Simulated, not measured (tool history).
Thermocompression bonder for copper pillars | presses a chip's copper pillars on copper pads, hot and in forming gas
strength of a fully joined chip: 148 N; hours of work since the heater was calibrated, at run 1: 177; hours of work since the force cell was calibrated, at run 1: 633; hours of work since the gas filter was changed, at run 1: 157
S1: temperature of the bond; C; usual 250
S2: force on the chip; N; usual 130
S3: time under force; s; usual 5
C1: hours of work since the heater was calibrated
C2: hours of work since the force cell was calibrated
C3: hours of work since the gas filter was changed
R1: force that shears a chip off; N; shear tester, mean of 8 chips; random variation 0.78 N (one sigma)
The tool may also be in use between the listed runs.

{"run": 1, "day": 0.0, "S1": 250, "S2": 130, "S3": 5, "C1": 177, "C2": 633, "C3": 157, "R1": 54.3}
{"day": 0.475, "done": "forming gas filter changed"}
{"run": 2, "day": 4.212, "S1": 263, "S2": 130, "S3": 5, "C1": 220, "C2": 676, "C3": 39, "R1": 70.3}
{"run": 3, "day": 6.988, "S1": 263, "S2": 130, "S3": 5, "C1": 249, "C2": 705, "C3": 67, "R1": 68.4}
{"run": 4, "day": 10.383, "S1": 263, "S2": 130, "S3": 5, "C1": 284, "C2": 740, "C3": 103, "R1": 66.0}
{"run": 5, "day": 14.25, "S1": 250, "S2": 130, "S3": 5, "C1": 324, "C2": 780, "C3": 143, "R1": 52.9}
{"day": 16.233, "done": "forming gas filter changed"}
{"run": 6, "day": 18.496, "S1": 250, "S2": 130, "S3": 5, "C1": 368, "C2": 824, "C3": 23, "R1": 56.5}
{"run": 7, "day": 21.138, "S1": 250, "S2": 130, "S3": 5, "C1": 395, "C2": 851, "C3": 51, "R1": 54.1}
{"run": 8, "day": 24.879, "S1": 250, "S2": 130, "S3": 5, "C1": 434, "C2": 890, "C3": 90, "R1": 53.7}
{"run": 9, "day": 27.092, "S1": 250, "S2": 130, "S3": 3, "C1": 457, "C2": 913, "C3": 113, "R1": 42.1}
{"run": 10, "day": 29.05, "S1": 264, "S2": 130, "S3": 3, "C1": 477, "C2": 933, "C3": 133, "R1": 53.6}
{"run": 11, "day": 31.183, "S1": 264, "S2": 130, "S3": 3, "C1": 499, "C2": 955, "C3": 155, "R1": 53.5}
{"day": 31.717, "done": "forming gas filter changed"}
{"run": 12, "day": 33.979, "S1": 264, "S2": 130, "S3": 3, "C1": 528, "C2": 984, "C3": 23, "R1": 56.7}
{"run": 13, "day": 37.021, "S1": 264, "S2": 130, "S3": 3, "C1": 559, "C2": 1016, "C3": 55, "R1": 53.7}
{"run": 14, "day": 41.008, "S1": 264, "S2": 130, "S3": 3, "C1": 601, "C2": 1057, "C3": 96, "R1": 52.1}
{"run": 15, "day": 43.354, "S1": 264, "S2": 130, "S3": 3, "C1": 625, "C2": 1081, "C3": 121, "R1": 52.6}
{"run": 16, "day": 46.283, "S1": 250, "S2": 130, "S3": 5, "C1": 655, "C2": 1111, "C3": 151, "R1": 49.6}
{"day": 47.246, "done": "forming gas filter changed"}
{"day": 47.617, "done": "force cell calibrated"}
{"run": 17, "day": 48.138, "S1": 250, "S2": 130, "S3": 4, "C1": 674, "C2": 5, "C3": 9, "R1": 48.3}
{"run": 18, "day": 50.617, "S1": 250, "S2": 83, "S3": 5, "C1": 699, "C2": 31, "C3": 34, "R1": 35.0}
{"run": 19, "day": 53.092, "S1": 277, "S2": 130, "S3": 5, "C1": 725, "C2": 57, "C3": 60, "R1": 74.9}
{"run": 20, "day": 57.321, "S1": 277, "S2": 130, "S3": 5, "C1": 769, "C2": 101, "C3": 104, "R1": 73.3}
{"run": 21, "day": 59.996, "S1": 277, "S2": 130, "S3": 5, "C1": 797, "C2": 128, "C3": 131, "R1": 71.0}
{"day": 62.238, "done": "force cell calibrated, once more"}
{"day": 62.846, "done": "forming gas filter changed"}
{"run": 22, "day": 62.846, "S1": 277, "S2": 144, "S3": 12, "C1": 825, "C2": 6, "C3": 0, "R1": 111.7}
{"run": 23, "day": 65.133, "S1": 232, "S2": 139, "S3": 12, "C1": 849, "C2": 30, "C3": 24, "R1": 60.3}
{"run": 24, "day": 67.871, "S1": 232, "S2": 107, "S3": 12, "C1": 877, "C2": 58, "C3": 52, "R1": 46.5}
{"run": 25, "day": 69.879, "S1": 232, "S2": 107, "S3": 12, "C1": 898, "C2": 79, "C3": 73, "R1": 47.3}
{"run": 26, "day": 72.129, "S1": 278, "S2": 130, "S3": 5, "C1": 922, "C2": 102, "C3": 96, "R1": 78.1}
{"run": 27, "day": 74.821, "S1": 278, "S2": 130, "S3": 13, "C1": 949, "C2": 130, "C3": 124, "R1": 101.8}
{"run": 28, "day": 77.954, "S1": 223, "S2": 147, "S3": 11, "C1": 982, "C2": 163, "C3": 157, "R1": 46.6}
{"day": 78.45, "done": "forming gas filter changed"}
{"run": 29, "day": 81.008, "S1": 223, "S2": 110, "S3": 3, "C1": 1013, "C2": 194, "C3": 27, "R1": 22.5}
{"run": 30, "day": 84.083, "S1": 250, "S2": 192, "S3": 5, "C1": 1045, "C2": 226, "C3": 58, "R1": 70.9}
{"run": 31, "day": 85.938, "S1": 273, "S2": 154, "S3": 3, "C1": 1064, "C2": 245, "C3": 78, "R1": 68.9}
{"run": 32, "day": 88.467, "S1": 264, "S2": 106, "S3": 10, "C1": 1091, "C2": 271, "C3": 104, "R1": 70.0}
{"run": 33, "day": 90.8, "S1": 231, "S2": 130, "S3": 14, "C1": 1115, "C2": 295, "C3": 128, "R1": 52.5}
{"run": 34, "day": 93.529, "S1": 231, "S2": 130, "S3": 14, "C1": 1143, "C2": 324, "C3": 156, "R1": 53.1}
{"day": 93.917, "done": "forming gas filter changed"}
{"run": 35, "day": 96.8, "S1": 231, "S2": 130, "S3": 14, "C1": 1177, "C2": 357, "C3": 30, "R1": 56.5}
{"run": 36, "day": 100.654, "S1": 231, "S2": 130, "S3": 14, "C1": 1217, "C2": 397, "C3": 70, "R1": 55.2}
{"run": 37, "day": 102.558, "S1": 231, "S2": 130, "S3": 14, "C1": 1236, "C2": 417, "C3": 89, "R1": 54.0}
{"run": 38, "day": 105.446, "S1": 231, "S2": 130, "S3": 14, "C1": 1266, "C2": 447, "C3": 119, "R1": 52.2}
{"run": 39, "day": 107.221, "S1": 279, "S2": 108, "S3": 6, "C1": 1285, "C2": 465, "C3": 138, "R1": 68.1}

Measured less the same run without the tool's hidden state. The same run-to-run variation is in both; the gauge's scatter may not be:
The hidden state here: true temperature of the bond over the reading, C; force that reaches the chip, % of what is set; oxide that the forming gas leaves, % of the face; drift of the gauge itself on shear_n, %.
run=1 R1=-5.7
run=2 R1=-4.1
run=3 R1=-5.4
run=4 R1=-6.9
run=5 R1=-7.5
run=6 R1=-4.4
run=7 R1=-5.4
run=8 R1=-6.7
run=9 R1=-6.2
run=10 R1=-8.2
run=11 R1=-9.3
run=12 R1=-5.6
run=13 R1=-6.6
run=14 R1=-8.2
run=15 R1=-9.2
run=16 R1=-10.1
run=17 R1=-7.5
run=18 R1=-6.5
run=19 R1=-11.7
run=20 R1=-14.0
run=21 R1=-15.2
run=22 R1=-4.9
run=23 R1=-6.3
run=24 R1=-6.4
run=25 R1=-7.0
run=26 R1=-9.9
run=27 R1=-12.7
run=28 R1=-10.5
run=29 R1=-3.8
run=30 R1=-10.2
run=31 R1=-10.3
run=32 R1=-12.0
run=33 R1=-11.9
run=34 R1=-12.9
run=35 R1=-9.7
run=36 R1=-11.1
run=37 R1=-11.8
run=38 R1=-12.9
run=39 R1=-14.6

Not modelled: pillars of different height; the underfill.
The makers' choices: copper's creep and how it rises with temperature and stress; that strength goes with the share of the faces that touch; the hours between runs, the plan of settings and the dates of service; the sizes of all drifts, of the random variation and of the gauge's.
